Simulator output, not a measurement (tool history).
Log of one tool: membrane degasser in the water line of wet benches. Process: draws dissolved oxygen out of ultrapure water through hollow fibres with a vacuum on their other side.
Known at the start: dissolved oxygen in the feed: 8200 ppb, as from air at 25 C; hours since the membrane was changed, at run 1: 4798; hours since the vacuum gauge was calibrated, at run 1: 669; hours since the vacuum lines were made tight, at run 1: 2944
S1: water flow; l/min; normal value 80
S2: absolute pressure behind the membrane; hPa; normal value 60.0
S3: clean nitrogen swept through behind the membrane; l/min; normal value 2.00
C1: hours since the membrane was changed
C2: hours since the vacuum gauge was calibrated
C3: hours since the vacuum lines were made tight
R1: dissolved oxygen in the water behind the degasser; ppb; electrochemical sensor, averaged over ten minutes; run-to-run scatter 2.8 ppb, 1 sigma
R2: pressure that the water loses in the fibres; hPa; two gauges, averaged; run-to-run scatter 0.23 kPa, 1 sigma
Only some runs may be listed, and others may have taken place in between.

| run | hour | S1 | S2 | S3 | C1 | C2 | C3 | R1 | R2 |
|---|---|---|---|---|---|---|---|---|---|
| 1 | 0.0 | 80 | 60.0 | 2.00 | 4798 | 669 | 2944 | 279.0 | 580.3 |
| 2 | 140.1 | 80 | 60.0 | 4.52 | 4938 | 809 | 3084 | 173.5 | 588.9 |
| 3 | 235.2 | 80 | 42.2 | 2.00 | 5033 | 904 | 3179 | 147.2 | 582.7 |
| 4 | 353.2 | 80 | 42.2 | 2.00 | 5151 | 1022 | 3297 | 144.3 | 587.9 |
| 5 | 468.7 | 112 | 60.0 | 2.00 | 5267 | 1137 | 3412 | 487.5 | 823.1 |
| 6 | 567.1 | 78 | 60.0 | 2.00 | 5365 | 1236 | 3511 | 270.7 | 574.0 |
| 7 | 695.8 | 78 | 60.0 | 2.00 | 5494 | 1365 | 3639 | 271.1 | 574.5 |
| 8 | 855.3 | 80 | 60.0 | 2.00 | 5653 | 1524 | 3799 | 282.6 | 592.3 |
| 9 | 956.0 | 80 | 60.0 | 2.00 | 5754 | 1625 | 3900 | 281.8 | 590.7 |
| 10 | 1096.6 | 80 | 60.0 | 2.00 | 5895 | 1765 | 4040 | 282.9 | 591.8 |
| 11 | 1208.5 | 80 | 60.0 | 2.00 | 6007 | 1877 | 4152 | 286.6 | 597.0 |
| 12 | 1316.7 | 80 | 96.0 | 5.31 | 6115 | 1985 | 4260 | 279.5 | 594.6 |
| 13 | 1469.4 | 80 | 96.0 | 5.31 | 6268 | 2138 | 4413 | 279.3 | 594.4 |
|  | 1567.0 | seals of the vacuum lines changed |
| 14 | 1629.3 | 68 | 129.0 | 5.31 | 6425 | 2296 | 62 | 312.6 | 506.5 |
| 15 | 1751.0 | 68 | 129.0 | 4.61 | 6547 | 2418 | 184 | 346.9 | 504.9 |
| 16 | 1865.4 | 67 | 60.0 | 2.49 | 6662 | 2532 | 298 | 189.5 | 499.9 |
|  | 1897.5 | gauge calibrated |
| 17 | 2012.9 | 67 | 60.0 | 2.49 | 6809 | 2680 | 446 | 189.7 | 486.4 |
| 18 | 2108.9 | 126 | 145.0 | 5.54 | 6905 | 2776 | 542 | 802.2 | 927.4 |
| 19 | 2250.8 | 126 | 145.0 | 5.54 | 7047 | 2918 | 684 | 812.6 | 923.5 |
| 20 | 2348.1 | 80 | 130.6 | 5.30 | 7144 | 3015 | 781 | 397.1 | 589.8 |
| 21 | 2419.5 | 66 | 94.2 | 2.25 | 7216 | 3086 | 853 | 401.2 | 486.6 |

Alternative continuations, all from the tool just after run 21; predict every row:
| A | 2568.4 | 80 | 48.0 | 2.00 | 7365 | 3235 | 1001 | ? | ? |
| B | 2568.4 | 95 | 94.2 | 2.25 | 7365 | 3235 | 1001 | ? | ? |
| C | 2568.4 | 80 | 60.0 | 3.98 | 7365 | 3235 | 1001 | ? | ? |

| run | R1 | R2 |
|---|---|---|
| A | 191.9 | 591.1 |
| B | 614.9 | 699.2 |
| C | 186.8 | 589.8 |
With the hidden condition removed and each run's random variation left untouched, the same runs would have given:
| run | R1 | R2 |
|---|---|---|
| A | 191.5 | 584.7 |
| B | 614.3 | 691.6 |
| C | 186.5 | 583.5 |

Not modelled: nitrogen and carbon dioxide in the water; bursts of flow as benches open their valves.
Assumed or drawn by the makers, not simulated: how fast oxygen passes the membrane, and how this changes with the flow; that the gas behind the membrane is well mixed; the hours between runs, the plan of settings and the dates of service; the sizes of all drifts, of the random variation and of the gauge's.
